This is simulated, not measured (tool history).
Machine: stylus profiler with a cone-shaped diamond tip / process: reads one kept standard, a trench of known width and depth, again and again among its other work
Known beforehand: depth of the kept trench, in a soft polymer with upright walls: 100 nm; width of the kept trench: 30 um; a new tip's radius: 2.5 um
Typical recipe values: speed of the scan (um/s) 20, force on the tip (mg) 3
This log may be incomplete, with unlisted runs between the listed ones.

| run | day | speed of the scan (um/s) | force on the tip (mg) | depth of the trench (nm) | width of the trench's floor (nm) |
|---|---|---|---|---|---|
| 1 | 0 | 20 | 3 | 101.88 | 28540 |
| 2 | 0.562 | 20 | 3 | 101.9 | 28540 |
| 3 | 1.025 | 73 | 3 | 101.91 | 28380 |
| 4 | 1.696 | 73 | 3 | 101.91 | 28420 |
| 5 | 2.017 | 20 | 3 | 101.92 | 28520 |
| 6 | 2.588 | 20 | 3 | 101.92 | 28570 |
| 7 | 3.233 | 20 | 3 | 101.95 | 28530 |
| 8 | 3.812 | 20 | 3 | 101.94 | 28480 |
| 9 | 4.5 | 20 | 2.59 | 101.79 | 28520 |
| 10 | 5.204 | 20 | 2.59 | 101.8 | 28510 |
| 11 | 5.825 | 20 | 2.59 | 101.75 | 28460 |
| 12 | 6.467 | 20 | 2.59 | 101.81 | 28490 |
| 13 | 7.175 | 20 | 2.59 | 101.78 | 28480 |
| 14 | 7.775 | 20 | 2.59 | 101.78 | 28470 |
| 15 | 8.179 | 20 | 2.93 | 101.92 | 28530 |
|  | 8.258 | height scale calibrated on a step standard |
| 16 | 8.825 | 30 | 3 | 101.96 | 28470 |
| 17 | 9.379 | 30 | 3 | 101.98 | 28430 |
| 18 | 9.729 | 30 | 3 | 101.97 | 28430 |
| 19 | 10.429 | 72 | 3 | 102.01 | 28330 |
| 20 | 11.05 | 72 | 3 | 101.98 | 28370 |
| 21 | 11.633 | 72 | 3 | 101.97 | 28310 |
| 22 | 12.171 | 17 | 3 | 101.97 | 28550 |
|  | 12.625 | height scale calibrated on a step standard, once more |
| 23 | 12.775 | 17 | 3 | 101.9 | 28510 |
| 24 | 13.096 | 39 | 4.62 | 102.46 | 28390 |
| 25 | 13.796 | 24 | 6.53 | 103.18 | 28490 |
| 26 | 14.25 | 16 | 1.58 | 101.21 | 28420 |
| 27 | 14.638 | 15 | 2.99 | 101.86 | 28430 |
| 28 | 15.275 | 15 | 2.99 | 101.87 | 28510 |
| 29 | 15.8 | 15 | 2.99 | 101.88 | 28450 |
| 30 | 16.446 | 20 | 2.02 | 101.46 | 28430 |
| 31 | 17.129 | 10 | 2.02 | 101.47 | 28440 |
| 32 | 17.55 | 12 | 5.98 | 102.99 | 28460 |
| 33 | 18.221 | 72 | 4.13 | 102.34 | 28310 |
| 34 | 18.558 | 54 | 4.69 | 102.55 | 28380 |
| 35 | 19.2 | 28 | 1.57 | 101.22 | 28430 |
| 36 | 19.758 | 30 | 7.6 | 103.58 | 28420 |
| 37 | 20.188 | 24 | 3.95 | 102.26 | 28380 |
| 38 | 20.538 | 12 | 1.81 | 101.38 | 28440 |
| 39 | 21.121 | 72 | 5.22 | 102.72 | 28310 |
| 40 | 21.838 | 72 | 5.22 | 102.74 | 28340 |
| 41 | 22.2 | 72 | 8.54 | 103.88 | 28360 |
| 42 | 22.55 | 29 | 7.74 | 103.61 | 28390 |
| 43 | 23.042 | 10 | 1 | 100.9 | 28430 |
| 44 | 23.775 | 39 | 4.76 | 102.6 | 28390 |
| 45 | 24.279 | 8 | 2.6 | 101.77 | 28460 |
| 46 | 24.608 | 15 | 1.42 | 101.17 | 28410 |

Results for each run, recomputed without the tool's hidden state and with each run's random variation untouched:
Hidden state at play: radius of the tip, um; height scale over the true one, %; drift of the gauge itself on depth_nm, %; drift of the gauge itself on floor_um, %.
| run | depth of the trench (nm) | width of the trench's floor (nm) |
|---|---|---|
| 1 | 101.86 | 28560 |
| 2 | 101.88 | 28560 |
| 3 | 101.88 | 28400 |
| 4 | 101.89 | 28440 |
| 5 | 101.89 | 28540 |
| 6 | 101.89 | 28590 |
| 7 | 101.91 | 28560 |
| 8 | 101.9 | 28520 |
| 9 | 101.75 | 28560 |
| 10 | 101.76 | 28550 |
| 11 | 101.7 | 28510 |
| 12 | 101.76 | 28540 |
| 13 | 101.73 | 28540 |
| 14 | 101.72 | 28520 |
| 15 | 101.86 | 28590 |
| 16 | 101.89 | 28540 |
| 17 | 101.91 | 28490 |
| 18 | 101.89 | 28500 |
| 19 | 101.93 | 28410 |
| 20 | 101.9 | 28440 |
| 21 | 101.88 | 28390 |
| 22 | 101.88 | 28630 |
| 23 | 101.94 | 28600 |
| 24 | 102.5 | 28470 |
| 25 | 103.21 | 28590 |
| 26 | 101.24 | 28510 |
| 27 | 101.89 | 28530 |
| 28 | 101.9 | 28610 |
| 29 | 101.9 | 28550 |
| 30 | 101.48 | 28540 |
| 31 | 101.49 | 28550 |
| 32 | 103.01 | 28570 |
| 33 | 102.35 | 28430 |
| 34 | 102.56 | 28500 |
| 35 | 101.23 | 28550 |
| 36 | 103.58 | 28550 |
| 37 | 102.26 | 28510 |
| 38 | 101.38 | 28570 |
| 39 | 102.72 | 28450 |
| 40 | 102.74 | 28480 |
| 41 | 103.87 | 28500 |
| 42 | 103.6 | 28540 |
| 43 | 100.88 | 28570 |
| 44 | 102.59 | 28530 |
| 45 | 101.75 | 28610 |
| 46 | 101.15 | 28560 |
